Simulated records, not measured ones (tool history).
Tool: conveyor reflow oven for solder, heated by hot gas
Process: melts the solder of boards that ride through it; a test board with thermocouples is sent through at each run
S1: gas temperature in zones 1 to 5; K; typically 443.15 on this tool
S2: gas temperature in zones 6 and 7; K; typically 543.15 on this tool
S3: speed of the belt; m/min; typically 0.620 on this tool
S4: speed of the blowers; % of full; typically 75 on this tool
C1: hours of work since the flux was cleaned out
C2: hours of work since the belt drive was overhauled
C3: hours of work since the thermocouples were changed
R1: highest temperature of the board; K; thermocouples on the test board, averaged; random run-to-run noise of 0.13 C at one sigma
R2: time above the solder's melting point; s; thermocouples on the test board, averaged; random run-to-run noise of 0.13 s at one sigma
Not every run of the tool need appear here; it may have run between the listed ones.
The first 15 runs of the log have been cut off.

run 16 hour=222.0 | S1=443.15 S2=543.15 S3=0.620 S4=75 | C1=27 C2=348 C3=28 | R1=524.15 R2=54.8
run 17 hour=232.1 | S1=454.15 S2=550.15 S3=0.620 S4=75 | C1=35 C2=356 C3=36 | R1=532.35 R2=64.5
run 18 hour=240.5 | S1=442.15 S2=547.15 S3=0.562 S4=58 | C1=42 C2=363 C3=43 | R1=524.75 R2=59.8
run 19 hour=249.1 | S1=442.15 S2=547.15 S3=0.562 S4=58 | C1=49 C2=370 C3=50 | R1=524.35 R2=59.9
run 20 hour=263.6 | S1=454.15 S2=538.15 S3=0.620 S4=75 | C1=60 C2=381 C3=61 | R1=521.85 R2=57.5
run 21 hour=272.1 | S1=454.15 S2=538.15 S3=0.620 S4=75 | C1=67 C2=388 C3=68 | R1=521.85 R2=57.4
run 22 hour=283.6 | S1=437.15 S2=555.15 S3=0.620 S4=75 | C1=76 C2=397 C3=77 | R1=532.75 R2=58.5
run 23 hour=302.3 | S1=437.15 S2=555.15 S3=0.620 S4=75 | C1=91 C2=412 C3=92 | R1=532.55 R2=58.9
run 24 hour=319.4 | S1=437.15 S2=555.15 S3=0.620 S4=75 | C1=104 C2=425 C3=105 | R1=532.45 R2=58.7
run 25 hour=332.2 | S1=443.15 S2=553.15 S3=0.620 S4=76 | C1=114 C2=435 C3=115 | R1=532.15 R2=60.4
run 26 hour=351.8 | S1=443.15 S2=553.15 S3=0.620 S4=76 | C1=130 C2=451 C3=131 | R1=531.75 R2=60.3
run 27 hour=364.2 | S1=445.15 S2=536.15 S3=0.620 S4=75 | C1=140 C2=461 C3=141 | R1=517.85 R2=50.2
run 28 hour=376.3 | S1=445.15 S2=536.15 S3=0.620 S4=75 | C1=149 C2=470 C3=150 | R1=517.75 R2=50.0
run 29 hour=396.1 | S1=428.15 S2=541.15 S3=0.583 S4=63 | C1=165 C2=486 C3=166 | R1=516.05 R2=45.1
run 30 hour=405.5 | S1=443.15 S2=551.15 S3=0.612 S4=55 | C1=172 C2=493 C3=173 | R1=521.95 R2=51.9

What if the next run were any one of these 5? Each begins from the tool's condition after run 30:
run A hour=423.7 | S1=443.15 S2=543.15 S3=0.548 S4=75 | C1=186 C2=507 C3=187 | R1=? R2=?
run B hour=423.7 | S1=443.15 S2=555.15 S3=0.620 S4=75 | C1=186 C2=507 C3=187 | R1=? R2=?
run C hour=423.7 | S1=443.15 S2=537.15 S3=0.696 S4=75 | C1=186 C2=507 C3=187 | R1=? R2=?
run D hour=423.7 | S1=443.15 S2=543.15 S3=0.620 S4=75 | C1=186 C2=507 C3=187 | R1=? R2=?
run E hour=423.7 | S1=443.15 S2=535.15 S3=0.579 S4=59 | C1=186 C2=507 C3=187 | R1=? R2=?

run=A R1=527.15 R2=65.7
run=B R1=532.45 R2=60.8
run=C R1=513.35 R2=38.5
run=D R1=522.75 R2=53.4
run=E R1=513.05 R2=46.6
Stripped of hidden state, with their random variation kept, the same runs would have yielded:
run=A R1=528.15 R2=66.5
run=B R1=533.95 R2=61.6
run=C R1=514.85 R2=40.2
run=D R1=524.05 R2=54.5
run=E R1=513.95 R2=47.9
